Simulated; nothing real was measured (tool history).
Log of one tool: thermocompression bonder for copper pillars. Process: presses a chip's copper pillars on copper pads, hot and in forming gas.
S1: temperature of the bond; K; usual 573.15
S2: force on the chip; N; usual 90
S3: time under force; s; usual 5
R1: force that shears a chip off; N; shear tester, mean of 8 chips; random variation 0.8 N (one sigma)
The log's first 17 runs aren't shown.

| run | hour | S1 | S2 | S3 | R1 |
|---|---|---|---|---|---|
| 18 | 175.1 | 573.15 | 58 | 5 | 47.7 |
| 19 | 184.8 | 573.15 | 123 | 5 | 67.9 |
| 20 | 192.7 | 573.15 | 90 | 5 | 60.4 |
| 21 | 204.4 | 545.15 | 70 | 7 | 42.0 |
| 22 | 213.7 | 549.15 | 55 | 7 | 37.7 |
| 23 | 220.5 | 593.15 | 90 | 5 | 66.3 |
|  | 228.2 | forming gas filter changed |
| 24 | 233.7 | 572.15 | 73 | 14 | 72.5 |
| 25 | 239.7 | 555.15 | 90 | 4 | 51.9 |
| 26 | 247.3 | 562.15 | 90 | 4 | 53.9 |
| 27 | 256.5 | 562.15 | 90 | 4 | 54.6 |
| 28 | 263.0 | 562.15 | 90 | 4 | 53.3 |
| 29 | 276.6 | 598.15 | 90 | 5 | 72.9 |
| 30 | 288.9 | 598.15 | 80 | 4 | 67.5 |
| 31 | 296.1 | 573.15 | 94 | 4 | 59.5 |
| 32 | 304.9 | 574.15 | 99 | 3 | 55.3 |
| 33 | 314.9 | 562.15 | 59 | 5 | 43.4 |
| 34 | 324.8 | 573.15 | 80 | 3 | 49.4 |
| 35 | 336.0 | 564.15 | 111 | 4 | 56.4 |
| 36 | 349.2 | 556.15 | 101 | 5 | 54.0 |
|  | 359.5 | forming gas filter changed |
| 37 | 363.3 | 592.15 | 62 | 4 | 61.0 |
| 38 | 371.3 | 573.15 | 90 | 12 | 77.1 |
| 39 | 384.4 | 573.15 | 114 | 5 | 70.8 |
| 40 | 392.5 | 585.15 | 90 | 5 | 67.2 |

4 ways to go on from here, each from the tool as it stands after run 40. What would each give?
| A | 404.0 | 578.15 | 69 | 3 | ? |
| B | 404.0 | 588.15 | 87 | 5 | ? |
| C | 404.0 | 585.15 | 65 | 5 | ? |
| D | 404.0 | 600.15 | 90 | 5 | ? |

| run | R1 |
|---|---|
| A | 48.8 |
| B | 68.1 |
| C | 59.9 |
| D | 73.5 |
Without the tool's hidden state the same runs would have given:
| run | R1 |
|---|---|
| A | 48.1 |
| B | 68.5 |
| C | 59.7 |
| D | 74.5 |
